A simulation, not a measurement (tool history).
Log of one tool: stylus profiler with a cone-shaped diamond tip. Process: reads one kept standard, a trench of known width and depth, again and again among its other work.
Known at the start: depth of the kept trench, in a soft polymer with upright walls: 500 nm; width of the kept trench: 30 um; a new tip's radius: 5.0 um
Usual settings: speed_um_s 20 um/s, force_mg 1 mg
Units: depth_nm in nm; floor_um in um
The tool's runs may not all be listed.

Run 1, hour 0: usual settings. Result: depth_nm 504.55 nm, floor_um 25.57 um.
Run 2, hour 14.1: usual settings. Result: depth_nm 504.43 nm, floor_um 25.59 um.
Run 3, hour 31.2: usual settings but speed_um_s 64 um/s. Result: depth_nm 504.29 nm, floor_um 25.49 um.
Run 4, hour 47.3: usual settings but speed_um_s 64 um/s. Result: depth_nm 504.34 nm, floor_um 25.47 um.
Run 5, hour 59.5: usual settings but speed_um_s 64 um/s. Result: depth_nm 504.29 nm, floor_um 25.48 um.
Run 6, hour 76.9: usual settings but speed_um_s 64 um/s. Result: depth_nm 504.47 nm, floor_um 25.45 um.
Run 7, hour 94: usual settings. Result: depth_nm 504.57 nm, floor_um 25.58 um.
Run 8, hour 105.6: usual settings. Result: depth_nm 504.45 nm, floor_um 25.58 um.
Run 9, hour 114.2: usual settings. Result: depth_nm 504.29 nm, floor_um 25.61 um.
Run 10, hour 128.3: usual settings but force_mg 0.7 mg. Result: depth_nm 503.14 nm, floor_um 25.61 um.
Run 11, hour 143.9: usual settings but force_mg 0.7 mg. Result: depth_nm 503.57 nm, floor_um 25.57 um.
Run 12, hour 152.7: usual settings but force_mg 0.7 mg. Result: depth_nm 503.56 nm, floor_um 25.55 um.
Run 13, hour 169: usual settings but speed_um_s 6 um/s. Result: depth_nm 504.28 nm, floor_um 25.63 um.
Run 14, hour 185.2: usual settings but speed_um_s 6 um/s. Result: depth_nm 504.5 nm, floor_um 25.61 um.
Run 15, hour 199.7: usual settings but speed_um_s 6 um/s. Result: depth_nm 504.33 nm, floor_um 25.62 um.
Run 16, hour 215.9: usual settings but force_mg 0.96 mg. Result: depth_nm 504.17 nm, floor_um 25.57 um.
Run 17, hour 224: usual settings but force_mg 0.96 mg. Result: depth_nm 504.28 nm, floor_um 25.6 um.
Run 18, hour 241.3: usual settings but speed_um_s 10 um/s, force_mg 0.39 mg. Result: depth_nm 502.15 nm, floor_um 25.56 um.
Run 19, hour 255.2: usual settings but speed_um_s 56 um/s, force_mg 2.64 mg. Result: depth_nm 508.4 nm, floor_um 25.56 um.

4 ways to go on from here, each from the tool as it stands after run 19. What would each give?
Run A, hour 271.5: usual settings but speed_um_s 5 um/s, force_mg 2.37 mg. Result: depth_nm ?, floor_um ?.
Run B, hour 271.5: usual settings but speed_um_s 56 um/s, force_mg 1.67 mg. Result: depth_nm ?, floor_um ?.
Run C, hour 271.5: usual settings but speed_um_s 23 um/s, force_mg 0.48 mg. Result: depth_nm ?, floor_um ?.
Run D, hour 271.5: usual settings but speed_um_s 72 um/s, force_mg 2.64 mg. Result: depth_nm ?, floor_um ?.

run  depth_nm  floor_um
  A    507.66     25.62
  B    506.16      25.5
  C    502.69     25.48
  D    508.46     25.53
Without the tool's hidden state the same runs would have given:
run  depth_nm  floor_um
  A    507.66     25.62
  B    506.16     25.51
  C    502.69     25.48
  D    508.46     25.53
